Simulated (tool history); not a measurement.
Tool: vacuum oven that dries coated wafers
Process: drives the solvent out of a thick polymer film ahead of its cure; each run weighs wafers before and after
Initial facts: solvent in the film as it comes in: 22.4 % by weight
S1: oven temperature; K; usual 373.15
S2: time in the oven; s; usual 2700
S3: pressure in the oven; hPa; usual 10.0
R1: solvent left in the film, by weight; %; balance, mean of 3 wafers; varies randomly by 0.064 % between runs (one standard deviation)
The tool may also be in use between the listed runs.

run,hour,S1,S2,S3,R1
1,0.0,373.15,2700,10.0,4.87
2,75.8,373.15,2700,33.7,8.91
3,172.9,373.15,2700,10.0,4.83
4,248.8,373.15,2700,10.0,4.92
5,363.4,373.15,2700,10.0,4.83
6,458.9,373.15,1980,10.0,6.21
7,571.1,373.15,1980,10.0,6.37
# hour 634.7: oven's thermocouples calibrated
8,646.4,373.15,1980,10.0,7.05
9,693.6,373.15,1980,10.0,6.91
10,800.8,373.15,1380,10.0,9.11
11,894.7,375.15,2700,10.0,5.03
12,983.7,375.15,2700,10.0,4.93
13,1074.7,375.15,2700,10.0,5.09
14,1168.3,375.15,2700,10.0,5.03
15,1241.0,375.15,2700,10.0,5.18
16,1309.4,375.15,2700,10.0,5.19
17,1391.6,375.15,2700,10.0,5.13
18,1500.1,362.15,2520,8.7,9.24
19,1588.3,365.15,1620,10.0,10.84
20,1688.2,368.15,2040,38.9,13.63
21,1781.3,359.15,2700,10.0,10.31
22,1863.7,386.15,2700,25.7,4.74
23,1976.0,386.15,2700,25.7,4.92
24,2089.5,386.15,2700,25.7,4.96
25,2154.2,387.15,3300,25.7,4.55
26,2207.6,387.15,1980,5.8,3.27
27,2300.2,381.15,1920,10.0,5.19
28,2353.9,381.15,1920,10.0,5.07
29,2445.2,387.15,2700,21.1,4.11
# hour 2537.2: vacuum gauge cleaned of residue and calibrated
30,2537.2,377.15,2640,5.5,2.46
31,2593.5,373.15,4260,13.5,3.03
32,2640.6,373.15,4260,13.5,2.97
33,2734.2,373.15,2700,17.2,4.85
34,2817.4,369.15,2400,13.8,6.05

Branching from run 34: 5 alternative next runs. What would each branch give?
A,2891.7,369.15,2340,29.8,?
B,2891.7,373.15,2700,6.6,?
C,2891.7,369.15,2400,5.0,?
D,2891.7,369.15,2400,9.2,?
E,2891.7,373.15,2040,25.9,?

run,R1
A,8.85
B,3.21
C,4.41
D,5.12
E,7.60
With the hidden condition removed and each run's random variation left untouched, the same runs would have given:
run,R1
A,9.15
B,3.34
C,4.57
D,5.31
E,7.88

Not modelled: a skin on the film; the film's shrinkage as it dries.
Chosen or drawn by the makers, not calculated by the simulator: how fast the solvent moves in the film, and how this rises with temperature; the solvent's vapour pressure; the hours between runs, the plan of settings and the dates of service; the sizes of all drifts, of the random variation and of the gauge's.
